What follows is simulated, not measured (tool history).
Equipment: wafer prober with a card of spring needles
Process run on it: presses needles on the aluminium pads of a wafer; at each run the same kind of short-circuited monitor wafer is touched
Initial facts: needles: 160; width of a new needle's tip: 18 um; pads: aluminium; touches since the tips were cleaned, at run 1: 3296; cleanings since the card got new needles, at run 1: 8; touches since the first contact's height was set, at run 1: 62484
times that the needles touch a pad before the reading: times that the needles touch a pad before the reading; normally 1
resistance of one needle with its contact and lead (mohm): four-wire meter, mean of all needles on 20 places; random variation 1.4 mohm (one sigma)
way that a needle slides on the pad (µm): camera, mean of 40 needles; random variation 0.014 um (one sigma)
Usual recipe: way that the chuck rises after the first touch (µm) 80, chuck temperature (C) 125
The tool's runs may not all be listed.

run,hour,way that the chuck rises after the first touch (µm),chuck temperature (C),times that the needles touch a pad before the reading,touches since the tips were cleaned,cleanings since the card got new needles,touches since the first contact's height was set,resistance of one needle with its contact and lead (mohm),way that a needle slides on the pad (µm)
1,0.0,80,125,1,3296,8,62484,127,11.05
# hour 7.7: tips cleaned on abrasive film
# hour 20.6: height of the first contact set anew
# hour 22.4: tips cleaned on abrasive film
2,32.3,80,125,2,5063,10,5883,125,11.03
# hour 37.8: tips cleaned on abrasive film
# hour 52.2: tips cleaned on abrasive film
3,58.1,80,125,2,3016,12,18964,121,11.03
# hour 66.8: tips cleaned on abrasive film
# hour 82.0: tips cleaned on abrasive film
4,82.3,80,125,2,154,14,31218,125,10.99
# hour 96.8: tips cleaned on abrasive film
# hour 111.6: tips cleaned on abrasive film
5,114.8,80,125,2,1633,16,47726,127,10.99
# hour 126.7: tips cleaned on abrasive film
6,135.8,88,125,1,4646,17,58390,122,12.09
# hour 139.5: tips cleaned on abrasive film
# hour 152.4: tips cleaned on abrasive film
7,160.1,71,105,2,3917,19,70675,126,9.74
# hour 165.8: tips cleaned on abrasive film
# hour 166.1: height of the first contact set anew
# hour 178.9: tips cleaned on abrasive film
8,187.1,66,61,2,4162,21,10670,120,9.07
# hour 192.8: tips cleaned on abrasive film
9,203.1,69,125,1,5268,22,18797,128,9.47
# hour 206.0: tips cleaned on abrasive film
# hour 221.2: tips cleaned on abrasive film
10,221.2,93,125,2,0,24,27938,120,12.75
# hour 236.0: tips cleaned on abrasive film
11,246.5,93,125,2,5349,25,40783,121,12.77
# hour 250.3: tips cleaned on abrasive film
# hour 263.8: tips cleaned on abrasive film
12,263.8,93,125,2,0,27,49525,122,12.75

Per-run results on a tool with no hidden state, each run keeping its own random variation:
Hidden conditions of the tool in this case: debris on the tips, nm; way that the needles fall short of the set height, um; tips' diameter, um; drift of the gauge itself on contact_mohm, %; drift of the gauge itself on scrub_um, %.
run,way that a needle slides on the pad (µm)
1,11.05
2,11.04
3,11.04
4,11.01
5,11.02
6,12.12
7,9.77
8,9.11
9,9.52
10,12.82
11,12.84
12,12.83
resistance of one needle with its contact and lead (mohm): within 1 of the measured result in every run.
